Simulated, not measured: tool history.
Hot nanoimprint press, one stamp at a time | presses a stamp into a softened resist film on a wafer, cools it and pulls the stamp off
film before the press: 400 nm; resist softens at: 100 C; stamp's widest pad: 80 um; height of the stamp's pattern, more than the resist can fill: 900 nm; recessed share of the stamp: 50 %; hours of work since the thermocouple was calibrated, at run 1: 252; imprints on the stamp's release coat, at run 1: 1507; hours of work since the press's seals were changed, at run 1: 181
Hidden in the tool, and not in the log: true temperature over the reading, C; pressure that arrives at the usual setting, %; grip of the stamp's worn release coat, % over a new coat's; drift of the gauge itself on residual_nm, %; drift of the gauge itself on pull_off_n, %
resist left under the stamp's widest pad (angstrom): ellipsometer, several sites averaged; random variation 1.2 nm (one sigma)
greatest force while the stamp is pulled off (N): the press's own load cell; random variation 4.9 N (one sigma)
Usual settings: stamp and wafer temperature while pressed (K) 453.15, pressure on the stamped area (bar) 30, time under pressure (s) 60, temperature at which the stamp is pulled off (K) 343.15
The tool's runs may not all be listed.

run,hour,stamp and wafer temperature while pressed (K),pressure on the stamped area (bar),time under pressure (s),temperature at which the stamp is pulled off (K),hours of work since the thermocouple was calibrated,imprints on the stamp's release coat,hours of work since the press's seals were changed,resist left under the stamp's widest pad (angstrom),greatest force while the stamp is pulled off (N)
1,0,453.15,30,60,343.15,252,1507,181,1817,239
2,18.3,453.15,30,43,343.15,260,1532,189,2033,236
3,47,453.15,30,43,343.15,272,1572,201,2035,245
4,77.3,453.15,36.6,60,343.15,284,1614,213,1628,243
5,92.4,453.15,36.6,60,343.15,291,1635,220,1631,240
6,114.2,461.15,30,60,343.15,300,1665,229,1359,231
7,128.4,453.15,30,60,343.15,305,1684,234,1826,249
8,155.9,453.15,30,60,334.15,317,1722,246,1845,304
9,178.1,453.15,30,60,334.15,326,1753,255,1814,293
10,191.7,453.15,30,60,334.15,332,1772,261,1834,293
11,218,453.15,30,60,334.15,343,1808,272,1818,302
12,238.4,453.15,30,60,334.15,351,1836,280,1823,298
13,258.8,454.15,30,60,334.15,359,1864,288,1775,312
14,284.6,453.15,35.1,60,343.15,370,1900,299,1672,244
15,305.6,453.15,30,60,346.15,379,1929,308,1816,209
16,335.8,445.15,30,103,330.15,391,1970,320,2119,325
17,360.9,445.15,30,103,330.15,402,2005,331,2144,334
# hour 373.5: plate thermocouple calibrated
# hour 395.8: stamp cleaned and given a new release coat
18,398.7,448.15,19.5,60,343.15,8,4,343,2726,242
19,429.8,448.15,23.3,60,343.15,21,47,355,2494,239
20,456.2,463.15,30,60,343.15,32,83,366,1267,242
21,479.5,453.15,24.1,60,348.15,41,115,376,2067,210
22,492.5,453.15,30,90,343.15,47,133,381,1604,237
23,508.7,443.15,31.1,60,343.15,53,156,388,2601,245
24,536.5,443.15,31.1,54,343.15,65,194,400,2659,238
25,555.5,442.15,36.8,109,349.15,73,220,407,2116,191
26,583.6,459.15,36.8,31,349.15,84,259,419,1599,203
27,605.8,459.15,36.8,51,339.15,94,290,428,1367,265
28,622.2,457.15,33.9,58,348.15,100,312,435,1472,197
29,644.5,453.15,36.5,110,343.15,110,343,444,1341,238
30,662.7,453.15,34.4,44,343.15,117,368,452,1854,237

Forecast each of these 4 alternatives for the next run:
A,690.1,453.15,30,60,331.15,129,406,463,?,?
B,690.1,453.15,25.5,52,329.15,129,406,463,?,?
C,690.1,453.15,30,60,343.15,129,406,463,?,?
D,690.1,453.15,18.6,42,346.15,129,406,463,?,?

run,resist left under the stamp's widest pad (angstrom),greatest force while the stamp is pulled off (N)
A,1830,316
B,2108,337
C,1831,238
D,2597,214
Without the tool's hidden state the same runs would have given:
run,resist left under the stamp's widest pad (angstrom),greatest force while the stamp is pulled off (N)
A,1829,316
B,2107,336
C,1830,238
D,2596,214

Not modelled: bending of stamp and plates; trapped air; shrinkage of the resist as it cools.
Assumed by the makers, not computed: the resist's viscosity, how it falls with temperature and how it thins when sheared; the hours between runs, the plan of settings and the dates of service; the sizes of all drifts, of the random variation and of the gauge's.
